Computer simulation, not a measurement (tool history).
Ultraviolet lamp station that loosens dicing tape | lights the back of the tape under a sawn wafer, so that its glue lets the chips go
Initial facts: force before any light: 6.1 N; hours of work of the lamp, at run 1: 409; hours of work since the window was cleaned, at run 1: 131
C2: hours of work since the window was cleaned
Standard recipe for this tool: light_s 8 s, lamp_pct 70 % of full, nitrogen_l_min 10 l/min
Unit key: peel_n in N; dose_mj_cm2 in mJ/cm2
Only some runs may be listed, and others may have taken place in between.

{"run": 1, "hour": 0.0, "light_s": 8, "lamp_pct": 70, "nitrogen_l_min": 10, "hours of work of the lamp": 409, "C2": 131, "peel_n": 0.346, "dose_mj_cm2": 281}
{"run": 2, "hour": 27.9, "light_s": 8, "lamp_pct": 70, "nitrogen_l_min": 10, "hours of work of the lamp": 426, "C2": 148, "peel_n": 0.361, "dose_mj_cm2": 281}
{"run": 3, "hour": 84.7, "light_s": 10, "lamp_pct": 70, "nitrogen_l_min": 10, "hours of work of the lamp": 459, "C2": 182, "peel_n": 0.209, "dose_mj_cm2": 347}
{"run": 4, "hour": 124.2, "light_s": 8, "lamp_pct": 70, "nitrogen_l_min": 20, "hours of work of the lamp": 483, "C2": 205, "peel_n": 0.234, "dose_mj_cm2": 274}
{"run": 5, "hour": 181.7, "light_s": 8, "lamp_pct": 70, "nitrogen_l_min": 20, "hours of work of the lamp": 517, "C2": 240, "peel_n": 0.239, "dose_mj_cm2": 266}
{"run": 6, "hour": 210.5, "light_s": 8, "lamp_pct": 70, "nitrogen_l_min": 20, "hours of work of the lamp": 534, "C2": 257, "peel_n": 0.254, "dose_mj_cm2": 269}
{"run": 7, "hour": 243.6, "light_s": 8, "lamp_pct": 70, "nitrogen_l_min": 10, "hours of work of the lamp": 554, "C2": 276, "peel_n": 0.42, "dose_mj_cm2": 257}
{"run": 8, "hour": 276.8, "light_s": 8, "lamp_pct": 80, "nitrogen_l_min": 10, "hours of work of the lamp": 574, "C2": 296, "peel_n": 0.304, "dose_mj_cm2": 296}
{"run": 9, "hour": 326.1, "light_s": 5, "lamp_pct": 80, "nitrogen_l_min": 10, "hours of work of the lamp": 603, "C2": 325, "peel_n": 0.881, "dose_mj_cm2": 182}
{"run": 10, "hour": 351.5, "light_s": 5, "lamp_pct": 80, "nitrogen_l_min": 10, "hours of work of the lamp": 618, "C2": 341, "peel_n": 0.921, "dose_mj_cm2": 181}
{"run": 11, "hour": 379.6, "light_s": 8, "lamp_pct": 70, "nitrogen_l_min": 10, "hours of work of the lamp": 635, "C2": 357, "peel_n": 0.451, "dose_mj_cm2": 254}
{"run": 12, "hour": 435.0, "light_s": 8, "lamp_pct": 70, "nitrogen_l_min": 10, "hours of work of the lamp": 668, "C2": 390, "peel_n": 0.481, "dose_mj_cm2": 246}
{"run": 13, "hour": 486.4, "light_s": 8, "lamp_pct": 70, "nitrogen_l_min": 10, "hours of work of the lamp": 698, "C2": 421, "peel_n": 0.485, "dose_mj_cm2": 241}
{"run": 14, "hour": 522.5, "light_s": 8, "lamp_pct": 70, "nitrogen_l_min": 10, "hours of work of the lamp": 720, "C2": 442, "peel_n": 0.523, "dose_mj_cm2": 243}
{"run": 15, "hour": 575.5, "light_s": 8, "lamp_pct": 92, "nitrogen_l_min": 9, "hours of work of the lamp": 751, "C2": 474, "peel_n": 0.29, "dose_mj_cm2": 305}
{"run": 16, "hour": 636.4, "light_s": 4, "lamp_pct": 83, "nitrogen_l_min": 9, "hours of work of the lamp": 788, "C2": 510, "peel_n": 1.471, "dose_mj_cm2": 135}
{"run": 17, "hour": 668.3, "light_s": 10, "lamp_pct": 83, "nitrogen_l_min": 3, "hours of work of the lamp": 806, "C2": 529, "peel_n": 0.596, "dose_mj_cm2": 340}
{"run": 18, "hour": 715.3, "light_s": 8, "lamp_pct": 93, "nitrogen_l_min": 3, "hours of work of the lamp": 834, "C2": 557, "peel_n": 0.794, "dose_mj_cm2": 299}
{"run": 19, "hour": 755.0, "light_s": 8, "lamp_pct": 68, "nitrogen_l_min": 10, "hours of work of the lamp": 858, "C2": 581, "peel_n": 0.651, "dose_mj_cm2": 213}
{"run": 20, "hour": 805.1, "light_s": 6, "lamp_pct": 100, "nitrogen_l_min": 19, "hours of work of the lamp": 888, "C2": 610, "peel_n": 0.376, "dose_mj_cm2": 236}
{"run": 21, "hour": 854.1, "light_s": 6, "lamp_pct": 79, "nitrogen_l_min": 19, "hours of work of the lamp": 917, "C2": 639, "peel_n": 0.687, "dose_mj_cm2": 179}
{"run": 22, "hour": 895.9, "light_s": 4, "lamp_pct": 84, "nitrogen_l_min": 14, "hours of work of the lamp": 942, "C2": 664, "peel_n": 1.42, "dose_mj_cm2": 126}
{"hour": 925.0, "done": "window cleaned of glue's vapour"}
{"run": 23, "hour": 956.5, "light_s": 8, "lamp_pct": 73, "nitrogen_l_min": 9, "hours of work of the lamp": 978, "C2": 19, "peel_n": 0.517, "dose_mj_cm2": 247}
{"run": 24, "hour": 1017.1, "light_s": 8, "lamp_pct": 80, "nitrogen_l_min": 15, "hours of work of the lamp": 1014, "C2": 55, "peel_n": 0.318, "dose_mj_cm2": 267}

Branching from run 24: 3 alternative next runs. What would each branch give?
{"run": "A", "hour": 1048.2, "light_s": 14, "lamp_pct": 70, "nitrogen_l_min": 7, "hours of work of the lamp": 1032, "C2": 73, "peel_n": "?", "dose_mj_cm2": "?"}
{"run": "B", "hour": 1048.2, "light_s": 7, "lamp_pct": 84, "nitrogen_l_min": 4, "hours of work of the lamp": 1032, "C2": 73, "peel_n": "?", "dose_mj_cm2": "?"}
{"run": "C", "hour": 1048.2, "light_s": 8, "lamp_pct": 70, "nitrogen_l_min": 3, "hours of work of the lamp": 1032, "C2": 73, "peel_n": "?", "dose_mj_cm2": "?"}

run=A peel_n=0.189 dose_mj_cm2=390
run=B peel_n=1.002 dose_mj_cm2=239
run=C peel_n=1.315 dose_mj_cm2=229
What these runs would have given with no unlogged condition in the tool:
run=A peel_n=0.08 dose_mj_cm2=576
run=B peel_n=0.445 dose_mj_cm2=353
run=C peel_n=0.641 dose_mj_cm2=338
